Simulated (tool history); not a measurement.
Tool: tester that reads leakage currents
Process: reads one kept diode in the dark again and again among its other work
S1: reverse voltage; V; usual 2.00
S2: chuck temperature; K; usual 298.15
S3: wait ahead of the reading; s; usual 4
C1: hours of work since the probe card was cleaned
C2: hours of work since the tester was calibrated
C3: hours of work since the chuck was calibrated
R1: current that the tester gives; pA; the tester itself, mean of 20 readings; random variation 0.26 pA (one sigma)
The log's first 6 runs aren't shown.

run      day    S1      S2  S3    C1    C2    C3       R1
  7   41.046  5.63  298.15   4  1518   954   516   231.24
      45.271  -- chuck's temperature calibrated, once more
  8   49.271  6.81  298.15   4  1655  1092    67   181.51
  9   53.833  6.81  298.15   4  1732  1169   144   184.16
 10   60.758  6.81  298.15   4  1849  1285   261   187.71
 11   70.054  6.81  298.15   4  2005  1442   418   191.68
 12   76.675  6.81  322.15   4  2117  1554   529  1565.25
 13   82.158  6.81  322.15   4  2209  1646   622  1580.60
 14   86.567  6.81  322.15   4  2284  1720   696  1599.93
 15   91.629  6.81  305.15   4  2369  1806   781   383.22
 16   99.796  2.00  329.15   4  2507  1943   919  1359.91
 17  107.971  3.31  298.15   4  2644  2081  1057   136.90
 18  114.412  3.31  298.15   4  2753  2190  1165   138.70

The next listed run, before its measurement:
 19  121.608  1.90  298.15   4  2874  2311  1287   ?

{"run 19": {"R1": 100.88}}
Without the tool's hidden state the same run would have given R1 84.15 pA.
